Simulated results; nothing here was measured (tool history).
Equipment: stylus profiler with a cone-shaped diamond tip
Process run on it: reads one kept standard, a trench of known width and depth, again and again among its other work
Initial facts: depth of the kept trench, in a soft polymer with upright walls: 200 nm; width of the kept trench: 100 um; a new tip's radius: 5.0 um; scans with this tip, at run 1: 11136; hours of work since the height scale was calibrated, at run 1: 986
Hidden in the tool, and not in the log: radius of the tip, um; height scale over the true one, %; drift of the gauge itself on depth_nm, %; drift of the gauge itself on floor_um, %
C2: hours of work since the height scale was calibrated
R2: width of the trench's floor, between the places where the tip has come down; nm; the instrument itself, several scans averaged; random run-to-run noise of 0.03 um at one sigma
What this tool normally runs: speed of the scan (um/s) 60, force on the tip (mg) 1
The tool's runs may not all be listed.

Run 1, hour 0: usual settings; scans with this tip 11136; C2 986. Result: depth of the trench (Å) 2011.7, R2 96080 nm.
Run 2, hour 114.3: usual settings; scans with this tip 11955; C2 1059. Result: depth of the trench (Å) 2009.3, R2 96010 nm.
Run 3, hour 186.2: usual settings; scans with this tip 12471; C2 1105. Result: depth of the trench (Å) 2011.6, R2 96010 nm.
Run 4, hour 308.6: usual settings; scans with this tip 13349; C2 1182. Result: depth of the trench (Å) 2009.6, R2 95900 nm.
Run 5, hour 375.5: usual settings; scans with this tip 13829; C2 1225. Result: depth of the trench (Å) 2010.6, R2 95940 nm.
Run 6, hour 474.2: usual settings; scans with this tip 14537; C2 1288. Result: depth of the trench (Å) 2010.6, R2 95890 nm.
Run 7, hour 587.6: usual settings; scans with this tip 15350; C2 1360. Result: depth of the trench (Å) 2012, R2 95880 nm.
Run 8, hour 670.6: usual settings but force on the tip (mg) 0.35; scans with this tip 15945; C2 1412. Result: depth of the trench (Å) 2008.6, R2 95500 nm.
Run 9, hour 811.5: usual settings but force on the tip (mg) 0.35; scans with this tip 16956; C2 1502. Result: depth of the trench (Å) 2008.5, R2 95500 nm.
Run 10, hour 949.3: usual settings but force on the tip (mg) 0.35; scans with this tip 17944; C2 1589. Result: depth of the trench (Å) 2009.2, R2 95480 nm.
Run 11, hour 1069.5: usual settings but speed of the scan (um/s) 222; scans with this tip 18806; C2 1666. Result: depth of the trench (Å) 2011.5, R2 94370 nm.
At hour 1078: height scale calibrated on a step standard.
Run 12, hour 1167.8: usual settings but speed of the scan (um/s) 222; scans with this tip 19508; C2 57. Result: depth of the trench (Å) 2014.9, R2 94410 nm.
Run 13, hour 1299.2: usual settings but force on the tip (mg) 0.92; scans with this tip 20451; C2 141. Result: depth of the trench (Å) 2015.6, R2 95600 nm.
Run 14, hour 1389.4: usual settings but speed of the scan (um/s) 40; scans with this tip 21098; C2 198. Result: depth of the trench (Å) 2016.3, R2 95790 nm.
Run 15, hour 1528: usual settings but speed of the scan (um/s) 51; scans with this tip 22092; C2 286. Result: depth of the trench (Å) 2015.3, R2 95620 nm.
At hour 1582.7: new tip fitted, height scale calibrated.
At hour 1655.3: height scale calibrated on a step standard, once more.
Run 16, hour 1671.8: usual settings but speed of the scan (um/s) 51; scans with this tip 636; C2 10. Result: depth of the trench (Å) 2008.5, R2 96800 nm.
Run 17, hour 1737.1: usual settings but speed of the scan (um/s) 51; scans with this tip 1104; C2 52. Result: depth of the trench (Å) 2009, R2 96760 nm.
Run 18, hour 1877.4: usual settings but speed of the scan (um/s) 21, force on the tip (mg) 1.78; scans with this tip 2111; C2 141. Result: depth of the trench (Å) 2011.1, R2 96950 nm.
Run 19, hour 1994.3: usual settings but speed of the scan (um/s) 74, force on the tip (mg) 0.74; scans with this tip 2949; C2 215. Result: depth of the trench (Å) 2006.9, R2 96410 nm.
Run 20, hour 2070.8: usual settings but speed of the scan (um/s) 74, force on the tip (mg) 0.74; scans with this tip 3498; C2 264. Result: depth of the trench (Å) 2008.5, R2 96360 nm.
Run 21, hour 2191.2: usual settings but speed of the scan (um/s) 56, force on the tip (mg) 1.62; scans with this tip 4361; C2 340. Result: depth of the trench (Å) 2010.9, R2 96620 nm.
Run 22, hour 2321.7: usual settings but speed of the scan (um/s) 56, force on the tip (mg) 1.62; scans with this tip 5297; C2 423. Result: depth of the trench (Å) 2012.1, R2 96610 nm.
Run 23, hour 2440.9: usual settings but speed of the scan (um/s) 112, force on the tip (mg) 0.34; scans with this tip 6152; C2 499. Result: depth of the trench (Å) 2007.1, R2 95330 nm.
Run 24, hour 2580.1: usual settings but speed of the scan (um/s) 16, force on the tip (mg) 0.59; scans with this tip 7150; C2 588. Result: depth of the trench (Å) 2006.7, R2 96620 nm.
Run 25, hour 2642.4: usual settings but speed of the scan (um/s) 25, force on the tip (mg) 2.37; scans with this tip 7597; C2 627. Result: depth of the trench (Å) 2016.5, R2 96710 nm.
Run 26, hour 2704.5: usual settings but speed of the scan (um/s) 25, force on the tip (mg) 2.37; scans with this tip 8043; C2 667. Result: depth of the trench (Å) 2016.7, R2 96660 nm.
Run 27, hour 2820.1: usual settings but speed of the scan (um/s) 25, force on the tip (mg) 2.37; scans with this tip 8871; C2 740. Result: depth of the trench (Å) 2017.2, R2 96610 nm.
Run 28, hour 2881.5: usual settings but speed of the scan (um/s) 16, force on the tip (mg) 0.75; scans with this tip 9312; C2 779. Result: depth of the trench (Å) 2011, R2 96630 nm.
Run 29, hour 3006.4: usual settings but speed of the scan (um/s) 29, force on the tip (mg) 0.36; scans with this tip 10208; C2 858. Result: depth of the trench (Å) 2009.6, R2 96330 nm.
Run 30, hour 3147.3: usual settings but speed of the scan (um/s) 164, force on the tip (mg) 0.44; scans with this tip 11219; C2 948. Result: depth of the trench (Å) 2009.3, R2 94680 nm.
Run 31, hour 3276.3: usual settings but speed of the scan (um/s) 164, force on the tip (mg) 0.44; scans with this tip 12143; C2 1030. Result: depth of the trench (Å) 2007.5, R2 94650 nm.
Run 32, hour 3369.9: usual settings but speed of the scan (um/s) 72, force on the tip (mg) 2.16; scans with this tip 12815; C2 1089. Result: depth of the trench (Å) 2016.2, R2 96150 nm.

Some steps in depth of the trench (Å), run to run, broken into two amounts with sign: the step expected even without the hidden condition (settings, incoming material, random variation), and the rest, left for the hidden condition together with whatever gauge scatter is not in both the measured and the hidden-condition-free result:
Run 9 -> 10: no setting changed, nothing entered. depth of the trench (Å) +0.7: hidden state +0.4, all else +0.3.
Run 11 -> 12: height scale calibrated on a step standard. depth of the trench (Å) +3.4: hidden state +1.9, all else +1.5.
Run 15 -> 16: new tip fitted, height scale calibrated, height scale calibrated on a step standard, once more. depth of the trench (Å) -6.8: hidden state -7.9, all else +1.1.
Run 24 -> 25: speed of the scan (um/s) 16 -> 25, force on the tip (mg) 0.59 -> 2.37. depth of the trench (Å) +9.8: hidden state +0.1, all else +9.7.
Run 31 -> 32: speed of the scan (um/s) 164 -> 72, force on the tip (mg) 0.44 -> 2.16. depth of the trench (Å) +8.7: hidden state +0.3, all else +8.4.
